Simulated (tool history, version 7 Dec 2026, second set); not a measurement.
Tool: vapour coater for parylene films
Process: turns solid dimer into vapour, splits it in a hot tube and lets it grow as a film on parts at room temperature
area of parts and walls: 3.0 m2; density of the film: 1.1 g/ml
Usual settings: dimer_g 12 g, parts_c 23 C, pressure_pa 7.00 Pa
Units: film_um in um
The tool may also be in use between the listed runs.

| run | hour | dimer_g | parts_c | pressure_pa | film_um |
|---|---|---|---|---|---|
| 1 | 0.0 | 12 | 23 | 7.00 | 1.785 |
| 2 | 18.1 | 12 | 23 | 7.00 | 1.796 |
| 3 | 39.5 | 12 | 23 | 7.00 | 1.765 |
| 4 | 53.7 | 12 | 23 | 7.00 | 1.789 |
| 5 | 67.7 | 12 | 23 | 7.00 | 1.788 |
| 6 | 81.6 | 19 | 23 | 7.00 | 2.825 |
| 7 | 101.8 | 12 | 23 | 7.00 | 1.787 |
| 8 | 117.9 | 12 | 23 | 7.00 | 1.778 |
| 9 | 138.7 | 12 | 26 | 7.00 | 1.582 |
| 10 | 161.2 | 12 | 25 | 7.25 | 1.640 |
| 11 | 173.4 | 12 | 25 | 7.25 | 1.638 |

Forecast run 12:
| 12 | 187.0 | 12 | 25 | 7.25 | ? |

film_um: 1.644 um
Without the tool's hidden state the same run would have given film_um 1.629 um.
